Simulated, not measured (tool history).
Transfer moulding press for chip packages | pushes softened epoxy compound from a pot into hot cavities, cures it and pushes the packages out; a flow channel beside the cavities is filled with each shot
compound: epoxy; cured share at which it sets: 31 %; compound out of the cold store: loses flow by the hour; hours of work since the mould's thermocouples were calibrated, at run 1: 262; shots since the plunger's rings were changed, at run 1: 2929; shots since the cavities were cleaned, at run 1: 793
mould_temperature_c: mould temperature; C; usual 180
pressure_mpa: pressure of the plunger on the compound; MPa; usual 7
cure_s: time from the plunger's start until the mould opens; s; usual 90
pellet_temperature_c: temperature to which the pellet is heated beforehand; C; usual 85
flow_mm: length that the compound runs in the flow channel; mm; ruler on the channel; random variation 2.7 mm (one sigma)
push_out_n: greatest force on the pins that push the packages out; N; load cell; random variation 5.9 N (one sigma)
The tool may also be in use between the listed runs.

run	hour	mould_temperature_c	pressure_mpa	cure_s	pellet_temperature_c	hours of work since the mould's thermocouples were calibrated	shots since the plunger's rings were changed	shots since the cavities were cleaned	incoming compound's hours out of the cold store	flow_mm	push_out_n
1	0	180	7	90	85	262	2929	793	21.5	949	352
2	18	180	7	90	85	273	3158	1022	14.2	965	405
# hour 24.9: cavities cleaned with cleaning compound and waxed
3	39.2	180	7	90	85	284	3410	183	13.3	967	268
4	55.3	180	7	90	85	293	3614	387	34.4	908	312
5	70.7	180	7	90	85	302	3811	584	43.7	878	334
# hour 89.9: plunger's sealing rings changed
6	89.9	180	7	90	85	312	0	797	35.4	924	392
7	105.8	180	7	90	85	321	203	1000	8.9	1004	407
# hour 113.6: cavities cleaned with cleaning compound and waxed
8	129.6	180	7	90	85	334	487	204	27.1	947	267
9	142.5	180	7	90	85	342	651	368	14.9	982	315
10	164.8	180	7.4	90	85	355	936	653	26.1	971	353
# hour 168.3: mould's thermocouples calibrated
11	190.6	180	7	97	85	13	1240	957	14.6	981	371
# hour 200.9: cavities cleaned with cleaning compound and waxed
12	213	180	7	97	85	25	1506	154	34.4	919	239
13	233.7	180	7	90	85	37	1770	418	31.3	923	321
# hour 245.2: mould's thermocouples calibrated, once more
14	249.6	180	7	90	85	3	1947	595	36.5	909	347
15	262	180	7	90	85	10	2106	754	28.5	931	360
16	282.4	176	8.25	71	93	22	2365	1013	47.4	958	776
# hour 288.2: cavities cleaned with cleaning compound and waxed
17	306.3	176	8.25	71	93	35	2651	230	38.2	991	543
18	319.6	173	7.36	90	81	42	2821	400	10.9	1034	499
19	331.3	175	7.36	97	81	49	2970	549	21	994	395
20	353.4	180	7	90	85	62	3251	830	27.4	928	370
# hour 373.6: cavities cleaned with cleaning compound and waxed
21	379.2	180	8.06	90	90	76	3561	71	24.3	997	239
22	401.3	184	8.06	72	90	89	3843	353	34.4	949	361
# hour 417.1: plunger's sealing rings changed
23	424.3	173	5.77	72	91	101	91	614	23.8	895	841
24	448.2	173	5.77	72	91	115	397	920	23.6	894	884
# hour 462: cavities cleaned with cleaning compound and waxed
25	464.1	176	7.96	72	91	123	580	26	21.3	1041	470
26	477	178	6.37	97	91	131	744	190	35.3	883	255
27	494.3	178	6.37	97	91	141	965	411	8.7	965	316
28	507.9	174	5.62	90	85	149	1139	585	28.1	862	501

The same runs without the tool's hidden state, with the same run-to-run variation:
The hidden state here: true mould temperature over the reading, C; pressure that reaches the compound, % of what is set; grip of the stained cavities, % over clean ones'; drift of the gauge itself on flow_mm, %; drift of the gauge itself on push_out_n, %.
run	flow_mm	push_out_n
1	969	211
2	986	223
3	990	216
4	930	214
5	901	204
6	924	221
7	1006	215
8	950	206
9	986	214
10	977	206
11	988	197
12	927	192
13	932	207
14	923	216
15	946	207
16	975	413
17	1010	417
18	1055	339
19	1016	247
20	950	206
21	1023	213
22	976	249
23	896	506
24	896	479
25	1044	428
26	887	196
27	971	208
28	868	301

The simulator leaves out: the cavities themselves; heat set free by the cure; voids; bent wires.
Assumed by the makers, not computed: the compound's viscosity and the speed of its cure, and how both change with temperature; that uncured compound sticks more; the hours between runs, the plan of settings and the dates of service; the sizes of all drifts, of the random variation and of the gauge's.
